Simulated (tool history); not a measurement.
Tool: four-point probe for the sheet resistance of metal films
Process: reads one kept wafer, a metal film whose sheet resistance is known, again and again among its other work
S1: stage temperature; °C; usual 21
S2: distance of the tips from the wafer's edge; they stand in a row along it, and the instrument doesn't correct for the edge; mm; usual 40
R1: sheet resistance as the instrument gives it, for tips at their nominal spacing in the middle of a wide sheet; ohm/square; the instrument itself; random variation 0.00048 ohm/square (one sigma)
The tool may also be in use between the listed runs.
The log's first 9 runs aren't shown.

| run | hour | S1 | S2 | R1 |
|---|---|---|---|---|
| 10 | 695.3 | 21 | 7 | 2.452146 |
| 11 | 791.5 | 31 | 7 | 2.444904 |
| 12 | 840.2 | 31 | 7 | 2.444965 |
| 13 | 907.8 | 24 | 40 | 2.42326 |
| 14 | 993.2 | 24 | 40 | 2.423076 |
| 15 | 1105.7 | 21 | 40 | 2.424997 |
| 16 | 1176.7 | 21 | 40 | 2.424659 |
| 17 | 1229.9 | 21 | 40 | 2.424779 |
| 18 | 1324.3 | 21 | 40 | 2.424002 |
| 19 | 1384.6 | 21 | 40 | 2.424396 |
| 20 | 1441.7 | 21 | 40 | 2.424225 |
| 21 | 1547.3 | 21 | 32 | 2.424512 |
| 22 | 1603.9 | 21 | 32 | 2.423758 |
| 23 | 1710.2 | 21 | 32 | 2.424109 |
| 24 | 1775.7 | 19 | 6 | 2.459969 |
| 25 | 1855.3 | 29 | 14 | 2.423332 |
| 26 | 1926.3 | 26 | 58 | 2.418295 |
| 27 | 1994.3 | 26 | 58 | 2.418177 |
| 28 | 2052.1 | 27 | 6 | 2.452673 |
| 29 | 2115.4 | 27 | 6 | 2.452328 |
| 30 | 2192.2 | 27 | 56 | 2.417224 |
|  | 2202.2 | stage's thermometer calibrated |
| 31 | 2286.6 | 27 | 56 | 2.414413 |
| 32 | 2384.4 | 27 | 56 | 2.413615 |

Run 33 comes next. What will it give?
| 33 | 2453.2 | 27 | 56 | ? |

R1: 2.413513 ohm/square
Without the tool's hidden state the same run would have given R1 2.413479 ohm/square.
